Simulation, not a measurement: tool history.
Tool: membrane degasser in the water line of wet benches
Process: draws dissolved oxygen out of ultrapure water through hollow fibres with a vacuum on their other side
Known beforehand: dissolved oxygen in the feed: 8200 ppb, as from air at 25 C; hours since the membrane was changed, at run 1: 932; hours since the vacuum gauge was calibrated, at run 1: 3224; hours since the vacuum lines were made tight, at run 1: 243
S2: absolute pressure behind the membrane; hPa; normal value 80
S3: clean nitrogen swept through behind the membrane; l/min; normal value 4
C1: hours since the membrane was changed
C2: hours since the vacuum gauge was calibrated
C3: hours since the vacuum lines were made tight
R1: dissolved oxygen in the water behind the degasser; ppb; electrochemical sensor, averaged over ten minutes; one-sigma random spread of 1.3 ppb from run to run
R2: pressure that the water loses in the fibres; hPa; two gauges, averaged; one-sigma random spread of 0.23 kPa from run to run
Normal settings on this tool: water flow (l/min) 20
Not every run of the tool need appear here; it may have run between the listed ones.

Run 1, hour 0: usual settings; C1 932; C2 3224; C3 243. Result: R1 131.5 ppb, R2 577.5 hPa.
Run 2, hour 54.5: usual settings; C1 987; C2 3279; C3 297. Result: R1 132.1 ppb, R2 573.3 hPa.
Run 3, hour 83.2: usual settings but water flow (l/min) 23; C1 1015; C2 3307; C3 326. Result: R1 180 ppb, R2 665.1 hPa.
Run 4, hour 130.2: usual settings but water flow (l/min) 23; C1 1062; C2 3354; C3 373. Result: R1 180.3 ppb, R2 655.7 hPa.
Run 5, hour 190.8: usual settings; C1 1123; C2 3415; C3 433. Result: R1 130.3 ppb, R2 576.3 hPa.
Run 6, hour 235.4: usual settings but S2 52.9 hPa; C1 1167; C2 3459; C3 478. Result: R1 98.2 ppb, R2 575.5 hPa.
Run 7, hour 287.6: usual settings but S2 52.9 hPa; C1 1220; C2 3512; C3 530. Result: R1 101.2 ppb, R2 576.2 hPa.
Run 8, hour 339: usual settings but S2 52.9 hPa; C1 1271; C2 3563; C3 582. Result: R1 101.3 ppb, R2 575.4 hPa.
At hour 345.8: vacuum gauge calibrated.
Run 9, hour 408.6: usual settings but S2 73.5 hPa; C1 1340; C2 63; C3 651. Result: R1 123.6 ppb, R2 579.8 hPa.
Run 10, hour 452.5: usual settings but S2 73.5 hPa; C1 1384; C2 107; C3 695. Result: R1 123.1 ppb, R2 571.9 hPa.
At hour 505.8: vacuum gauge calibrated, once more.
Run 11, hour 519.3: usual settings but S2 61.5 hPa; C1 1450; C2 14; C3 761. Result: R1 109.5 ppb, R2 579.1 hPa.
Run 12, hour 561.2: usual settings but water flow (l/min) 29, S2 122.2 hPa, S3 8.34 l/min; C1 1492; C2 55; C3 803. Result: R1 293.5 ppb, R2 836.6 hPa.
Run 13, hour 605.4: usual settings but water flow (l/min) 26, S2 87.4 hPa; C1 1536; C2 100; C3 847. Result: R1 250.9 ppb, R2 750.7 hPa.
Run 14, hour 671.3: usual settings but water flow (l/min) 26, S2 87.4 hPa; C1 1602; C2 166; C3 913. Result: R1 254.3 ppb, R2 747.1 hPa.
Run 15, hour 731.6: usual settings but water flow (l/min) 21, S2 67.2 hPa, S3 9.48 l/min; C1 1663; C2 226; C3 973. Result: R1 106.5 ppb, R2 606 hPa.
Run 16, hour 785.9: usual settings but water flow (l/min) 22, S2 117.1 hPa, S3 9.84 l/min; C1 1717; C2 280; C3 1028. Result: R1 150.2 ppb, R2 637.7 hPa.
Run 17, hour 841: usual settings but water flow (l/min) 18, S2 64 hPa, S3 1.93 l/min; C1 1772; C2 335; C3 1083. Result: R1 120.9 ppb, R2 521.8 hPa.
Run 18, hour 873.8: usual settings but S2 77.2 hPa, S3 4.6 l/min; C1 1805; C2 368; C3 1115. Result: R1 124.3 ppb, R2 583.7 hPa.
Run 19, hour 943.5: usual settings but water flow (l/min) 28, S2 79.9 hPa, S3 2.44 l/min; C1 1875; C2 438; C3 1185. Result: R1 325.8 ppb, R2 806.2 hPa.

Consider 4 possible next runs. They are alternatives, not a sequence: every one starts from the tool as it was left by run 19. What does each give?
Run A, hour 993.5: usual settings but water flow (l/min) 24, S2 182 hPa; C1 1924; C2 488; C3 1235. Result: R1 ?, R2 ?.
Run B, hour 993.5: usual settings but water flow (l/min) 27, S2 163.4 hPa, S3 9.98 l/min; C1 1924; C2 488; C3 1235. Result: R1 ?, R2 ?.
Run C, hour 993.5: usual settings but S2 87.9 hPa, S3 5.32 l/min; C1 1924; C2 488; C3 1235. Result: R1 ?, R2 ?.
Run D, hour 993.5: usual settings but water flow (l/min) 14, S2 166.4 hPa; C1 1924; C2 488; C3 1235. Result: R1 ?, R2 ?.

run     R1     R2
  A  340.2  693.7
  B  272.2  781.5
  C  126.1  579.7
  D  138.3  406.5
With no hidden state in the tool, these same runs would have given:
run     R1     R2
  A  330.6  681.4
  B  259.8  767.6
  C    120  569.4
  D  135.6  399.2

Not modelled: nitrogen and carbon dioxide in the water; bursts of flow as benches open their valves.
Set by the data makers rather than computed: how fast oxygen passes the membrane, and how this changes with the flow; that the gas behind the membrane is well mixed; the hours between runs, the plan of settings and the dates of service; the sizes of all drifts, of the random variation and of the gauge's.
